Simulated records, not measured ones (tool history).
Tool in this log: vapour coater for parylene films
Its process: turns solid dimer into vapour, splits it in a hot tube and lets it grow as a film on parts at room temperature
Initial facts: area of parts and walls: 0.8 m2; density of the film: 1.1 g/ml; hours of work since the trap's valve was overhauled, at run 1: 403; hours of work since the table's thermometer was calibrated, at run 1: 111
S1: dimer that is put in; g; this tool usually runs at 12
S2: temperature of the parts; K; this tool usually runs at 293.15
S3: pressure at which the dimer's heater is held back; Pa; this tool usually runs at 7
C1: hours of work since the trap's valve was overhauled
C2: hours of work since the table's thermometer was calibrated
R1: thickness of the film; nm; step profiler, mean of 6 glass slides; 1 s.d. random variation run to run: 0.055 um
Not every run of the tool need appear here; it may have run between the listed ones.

| run | day | S1 | S2 | S3 | C1 | C2 | R1 |
|---|---|---|---|---|---|---|---|
| 1 | 0 | 12 | 293.15 | 7 | 403 | 111 | 7380 |
| 2 | 0.8 | 12 | 293.15 | 7 | 418 | 127 | 7430 |
| 3 | 1.4 | 12 | 301.15 | 7 | 430 | 139 | 5820 |
| 4 | 1.921 | 12 | 301.15 | 7 | 440 | 149 | 5810 |
| 5 | 2.346 | 12 | 301.15 | 7 | 448 | 157 | 5810 |
| 6 | 2.862 | 12 | 293.15 | 7 | 459 | 167 | 7400 |
| 7 | 3.562 | 12 | 294.15 | 7 | 472 | 181 | 7150 |
| 8 | 4.35 | 12 | 294.15 | 7 | 488 | 196 | 7130 |
| 9 | 5.15 | 12 | 294.15 | 7 | 503 | 212 | 7100 |
| 10 | 5.825 | 12 | 294.15 | 7 | 516 | 225 | 7100 |
| 11 | 6.433 | 12 | 293.15 | 7 | 528 | 237 | 7230 |
| 12 | 6.804 | 12 | 293.15 | 7 | 535 | 244 | 7140 |
| 13 | 7.562 | 12 | 293.15 | 7 | 550 | 259 | 7180 |
| 14 | 7.925 | 12 | 293.15 | 7 | 557 | 266 | 7260 |
| 15 | 8.579 | 12 | 293.15 | 7 | 570 | 279 | 7190 |
| 16 | 9.267 | 12 | 293.15 | 7 | 583 | 292 | 7220 |
| 17 | 9.896 | 12 | 293.15 | 7 | 596 | 304 | 7250 |
|  | 10.721 | trap's valve overhauled |
| 18 | 10.721 | 8 | 293.15 | 3.8 | 0 | 317 | 6080 |
| 19 | 11.229 | 8 | 291.15 | 11.07 | 10 | 327 | 4990 |
| 20 | 12.05 | 13 | 290.15 | 11.07 | 26 | 343 | 8280 |
| 21 | 12.425 | 12 | 290.15 | 6.48 | 33 | 350 | 8830 |
| 22 | 12.967 | 12 | 297.15 | 7 | 44 | 361 | 7050 |
| 23 | 13.588 | 9 | 304.15 | 6.18 | 56 | 373 | 4370 |
| 24 | 14.392 | 16 | 293.15 | 2.31 | 72 | 389 | 13740 |
| 25 | 14.888 | 16 | 293.15 | 7 | 81 | 398 | 10350 |
| 26 | 15.292 | 16 | 293.15 | 7 | 89 | 406 | 10450 |
| 27 | 15.729 | 6 | 291.15 | 4.98 | 98 | 415 | 4500 |
| 28 | 16.371 | 20 | 292.15 | 6.09 | 110 | 427 | 13980 |

Hidden condition of the tool, last listed run before each entry between runs versus first listed run after:
Runs 17 to 18: trap's valve overhauled (day 10.721)
  vapour lost through the trap's worn valve, %: 9.1 -> 0.1; true temperature of the parts over the reading, C: -0.21 -> -0.22
  what was measured, less what the result would be without the hidden state, R1: -680 -> +30 nm
